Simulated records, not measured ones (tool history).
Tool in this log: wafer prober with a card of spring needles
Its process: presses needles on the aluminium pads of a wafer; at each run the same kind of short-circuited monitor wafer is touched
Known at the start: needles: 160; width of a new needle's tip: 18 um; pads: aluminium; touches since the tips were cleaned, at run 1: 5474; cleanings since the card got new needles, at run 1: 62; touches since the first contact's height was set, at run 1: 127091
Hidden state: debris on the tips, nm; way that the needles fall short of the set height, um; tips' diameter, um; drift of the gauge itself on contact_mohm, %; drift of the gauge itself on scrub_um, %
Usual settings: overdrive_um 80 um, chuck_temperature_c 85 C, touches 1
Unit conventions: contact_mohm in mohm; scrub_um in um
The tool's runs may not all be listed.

run,day,overdrive_um,chuck_temperature_c,touches,touches since the tips were cleaned,cleanings since the card got new needles,touches since the first contact's height was set,contact_mohm,scrub_um
1,0.000,80,85,1,5474,62,127091,282,14.63
# day 0.271: tips cleaned on abrasive film
# day 0.958: tips cleaned on abrasive film
2,1.325,80,85,1,4413,64,142972,282,14.66
# day 1.725: tips cleaned on abrasive film
# day 2.454: tips cleaned on abrasive film
3,2.454,80,85,1,0,66,156506,277,14.61
# day 3.196: tips cleaned on abrasive film
4,3.562,80,59,1,4439,67,169879,272,14.60
# day 3.938: tips cleaned on abrasive film
5,4.308,80,85,2,4495,68,178807,280,14.57
# day 4.683: tips cleaned on abrasive film
# day 5.375: tips cleaned on abrasive film
6,5.579,80,98,1,2484,70,194080,283,14.52
# day 6.146: tips cleaned on abrasive film
7,6.446,80,98,1,3628,71,204489,283,14.48
# day 6.892: tips cleaned on abrasive film
8,7.038,80,85,2,1766,72,211585,279,14.62
# day 7.642: tips cleaned on abrasive film
9,7.642,80,85,2,0,73,218804,278,14.56
# day 8.150: height of the first contact set anew
10,8.267,80,85,1,7402,73,1408,280,14.59
# day 8.346: tips cleaned on abrasive film
# day 9.075: tips cleaned on abrasive film
11,9.358,80,85,1,3382,75,14471,278,14.51
# day 9.808: tips cleaned on abrasive film
12,10.288,80,85,1,5766,76,25649,283,14.44
# day 10.492: tips cleaned on abrasive film
# day 11.171: tips cleaned on abrasive film
13,11.208,80,40,2,471,78,36704,272,14.43
# day 11.938: tips cleaned on abrasive film
14,11.938,81,85,1,41,79,45454,279,14.58
# day 12.679: tips cleaned on abrasive film
15,12.696,81,85,1,183,80,54516,285,14.55
# day 13.417: tips cleaned on abrasive film
16,13.800,96,56,1,4641,81,67841,276,17.20
# day 14.183: tips cleaned on abrasive film
# day 14.912: tips cleaned on abrasive film
17,14.912,96,56,1,4,83,81164,272,17.21
# day 15.638: tips cleaned on abrasive film
18,16.167,79,33,1,6371,84,96249,267,14.15
# day 16.379: tips cleaned on abrasive film
19,16.879,79,33,1,6024,85,104783,271,14.11
# day 17.117: tips cleaned on abrasive film
20,17.621,88,28,2,6090,86,113734,265,15.65
# day 17.821: tips cleaned on abrasive film
# day 17.988: gauge calibrated
# day 18.579: tips cleaned on abrasive film
21,18.579,65,26,2,0,88,125162,267,11.93

Branching from run 21: 5 alternative next runs. What would each branch give?
# day 19.333: tips cleaned on abrasive film
A,19.879,65,25,2,6604,89,140842,?,?
# day 19.333: tips cleaned on abrasive film
B,19.879,87,97,2,6604,89,140842,?,?
# day 19.333: tips cleaned on abrasive film
C,19.879,99,26,2,6604,89,140842,?,?
# day 19.333: tips cleaned on abrasive film
D,19.879,62,125,2,6604,89,140842,?,?
# day 19.333: tips cleaned on abrasive film
E,19.879,80,85,3,6604,89,140842,?,?

run,contact_mohm,scrub_um
A,268,11.85
B,283,15.87
C,264,18.05
D,298,11.33
E,284,14.59
What these runs would have given with no unlogged condition in the tool:
run,contact_mohm,scrub_um
A,267,11.89
B,283,15.92
C,263,18.11
D,297,11.37
E,284,14.63
